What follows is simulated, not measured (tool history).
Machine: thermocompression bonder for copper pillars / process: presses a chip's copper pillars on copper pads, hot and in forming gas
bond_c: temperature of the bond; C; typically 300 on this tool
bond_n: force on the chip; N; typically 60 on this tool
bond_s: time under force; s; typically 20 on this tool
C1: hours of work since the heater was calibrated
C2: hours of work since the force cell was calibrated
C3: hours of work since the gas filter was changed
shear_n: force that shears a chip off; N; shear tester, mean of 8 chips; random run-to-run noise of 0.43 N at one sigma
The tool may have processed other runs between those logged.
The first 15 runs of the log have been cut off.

run 16 hour=431.2 | bond_c=300 bond_n=60 bond_s=20 | C1=436 C2=556 C3=26 | shear_n=35.0
run 17 hour=449.0 | bond_c=300 bond_n=60 bond_s=20 | C1=445 C2=565 C3=36 | shear_n=37.0
run 18 hour=473.4 | bond_c=300 bond_n=60 bond_s=20 | C1=459 C2=579 C3=49 | shear_n=36.2
run 19 hour=491.0 | bond_c=300 bond_n=60 bond_s=20 | C1=468 C2=588 C3=59 | shear_n=35.7
run 20 hour=517.4 | bond_c=300 bond_n=60 bond_s=20 | C1=483 C2=603 C3=73 | shear_n=35.4
run 21 hour=549.6 | bond_c=275 bond_n=70 bond_s=26 | C1=500 C2=620 C3=91 | shear_n=35.3
run 22 hour=590.8 | bond_c=294 bond_n=49 bond_s=51 | C1=523 C2=643 C3=113 | shear_n=37.2
run 23 hour=626.9 | bond_c=294 bond_n=49 bond_s=51 | C1=543 C2=662 C3=133 | shear_n=38.1
run 24 hour=644.4 | bond_c=294 bond_n=49 bond_s=51 | C1=552 C2=672 C3=143 | shear_n=37.8
run 25 hour=671.4 | bond_c=294 bond_n=49 bond_s=51 | C1=567 C2=687 C3=157 | shear_n=38.2
run 26 hour=700.9 | bond_c=316 bond_n=81 bond_s=51 | C1=583 C2=703 C3=173 | shear_n=69.5
run 27 hour=729.4 | bond_c=316 bond_n=81 bond_s=51 | C1=599 C2=718 C3=189 | shear_n=69.7
run 28 hour=752.8 | bond_c=316 bond_n=81 bond_s=51 | C1=611 C2=731 C3=202 | shear_n=70.0
run 29 hour=773.8 | bond_c=273 bond_n=81 bond_s=51 | C1=623 C2=743 C3=213 | shear_n=50.2
run 30 hour=790.5 | bond_c=308 bond_n=61 bond_s=56 | C1=632 C2=752 C3=222 | shear_n=55.5
run 31 hour=809.3 | bond_c=301 bond_n=65 bond_s=17 | C1=642 C2=762 C3=233 | shear_n=37.5
run 32 hour=835.4 | bond_c=271 bond_n=63 bond_s=27 | C1=656 C2=776 C3=247 | shear_n=30.5
run 33 hour=862.6 | bond_c=272 bond_n=74 bond_s=20 | C1=671 C2=791 C3=262 | shear_n=32.5
-- hour=866.6 forming gas filter changed
-- hour=888.5 force cell calibrated
run 34 hour=903.8 | bond_c=297 bond_n=60 bond_s=26 | C1=693 C2=8 C3=19 | shear_n=38.1
run 35 hour=928.1 | bond_c=300 bond_n=61 bond_s=27 | C1=706 C2=22 C3=33 | shear_n=41.2
run 36 hour=967.1 | bond_c=300 bond_n=60 bond_s=13 | C1=727 C2=43 C3=54 | shear_n=29.3
run 37 hour=986.0 | bond_c=300 bond_n=60 bond_s=13 | C1=738 C2=53 C3=64 | shear_n=30.3
run 38 hour=1025.0 | bond_c=300 bond_n=60 bond_s=13 | C1=759 C2=75 C3=86 | shear_n=29.5
run 39 hour=1056.0 | bond_c=277 bond_n=39 bond_s=20 | C1=776 C2=91 C3=103 | shear_n=15.7

Predict each of these 4 candidate next runs independently; none follows another, all start after run 39:
run A hour=1088.0 | bond_c=278 bond_n=39 bond_s=20 | C1=793 C2=109 C3=120 | shear_n=?
run B hour=1088.0 | bond_c=285 bond_n=82 bond_s=42 | C1=793 C2=109 C3=120 | shear_n=?
run C hour=1088.0 | bond_c=315 bond_n=39 bond_s=10 | C1=793 C2=109 C3=120 | shear_n=?
run D hour=1088.0 | bond_c=277 bond_n=76 bond_s=29 | C1=793 C2=109 C3=120 | shear_n=?

run=A shear_n=15.7
run=B shear_n=53.5
run=C shear_n=18.3
run=D shear_n=41.5
The same runs, with their run-to-run variation unchanged, on a tool lacking any hidden condition would have given:
run=A shear_n=15.6
run=B shear_n=53.3
run=C shear_n=18.2
run=D shear_n=41.3

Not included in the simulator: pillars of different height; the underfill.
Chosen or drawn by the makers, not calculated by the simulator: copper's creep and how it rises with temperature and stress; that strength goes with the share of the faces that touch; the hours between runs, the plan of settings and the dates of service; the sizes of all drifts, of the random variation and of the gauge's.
